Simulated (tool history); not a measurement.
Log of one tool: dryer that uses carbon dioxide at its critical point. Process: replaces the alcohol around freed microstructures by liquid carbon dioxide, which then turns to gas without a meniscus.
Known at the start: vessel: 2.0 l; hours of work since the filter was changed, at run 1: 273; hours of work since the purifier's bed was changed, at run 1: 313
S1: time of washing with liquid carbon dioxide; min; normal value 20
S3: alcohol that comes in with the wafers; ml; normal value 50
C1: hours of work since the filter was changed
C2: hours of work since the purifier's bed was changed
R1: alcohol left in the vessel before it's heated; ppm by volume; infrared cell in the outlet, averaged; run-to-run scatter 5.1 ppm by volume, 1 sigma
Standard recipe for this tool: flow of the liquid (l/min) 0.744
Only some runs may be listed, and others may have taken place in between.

{"run": 1, "hour": 0.0, "S1": 20, "flow of the liquid (l/min)": 0.744, "S3": 50, "C1": 273, "C2": 313, "R1": 181}
{"run": 2, "hour": 28.1, "S1": 20, "flow of the liquid (l/min)": 0.673, "S3": 50, "C1": 286, "C2": 326, "R1": 243}
{"run": 3, "hour": 56.3, "S1": 20, "flow of the liquid (l/min)": 0.673, "S3": 50, "C1": 299, "C2": 339, "R1": 262}
{"run": 4, "hour": 115.3, "S1": 20, "flow of the liquid (l/min)": 0.673, "S3": 50, "C1": 327, "C2": 367, "R1": 278}
{"run": 5, "hour": 160.1, "S1": 20, "flow of the liquid (l/min)": 0.673, "S3": 50, "C1": 348, "C2": 388, "R1": 279}
{"run": 6, "hour": 214.1, "S1": 12, "flow of the liquid (l/min)": 0.744, "S3": 50, "C1": 373, "C2": 413, "R1": 1090}
{"run": 7, "hour": 244.9, "S1": 12, "flow of the liquid (l/min)": 1.143, "S3": 35, "C1": 387, "C2": 427, "R1": 218}
{"run": 8, "hour": 298.2, "S1": 30, "flow of the liquid (l/min)": 1.21, "S3": 117, "C1": 412, "C2": 452, "R1": 97}
{"run": 9, "hour": 347.2, "S1": 30, "flow of the liquid (l/min)": 1.21, "S3": 117, "C1": 435, "C2": 475, "R1": 97}
{"hour": 383.3, "done": "inlet filter changed"}
{"run": 10, "hour": 383.3, "S1": 14, "flow of the liquid (l/min)": 1.21, "S3": 47, "C1": 0, "C2": 491, "R1": 135}

Consider 4 possible next runs. They are alternatives, not a sequence: every one starts from the tool as it was left by run 10. What does each give?
{"run": "A", "hour": 426.3, "S1": 20, "flow of the liquid (l/min)": 0.744, "S3": 44, "C1": 20, "C2": 511, "R1": "?"}
{"run": "B", "hour": 426.3, "S1": 20, "flow of the liquid (l/min)": 1.005, "S3": 27, "C1": 20, "C2": 511, "R1": "?"}
{"run": "C", "hour": 426.3, "S1": 29, "flow of the liquid (l/min)": 1.21, "S3": 56, "C1": 20, "C2": 511, "R1": "?"}
{"run": "D", "hour": 426.3, "S1": 18, "flow of the liquid (l/min)": 0.524, "S3": 50, "C1": 20, "C2": 511, "R1": "?"}

run=A R1=164
run=B R1=122
run=C R1=108
run=D R1=738
Without the tool's unlogged condition, the same runs would have read:
run=A R1=56
run=B R1=14
run=C R1=1
run=D R1=610
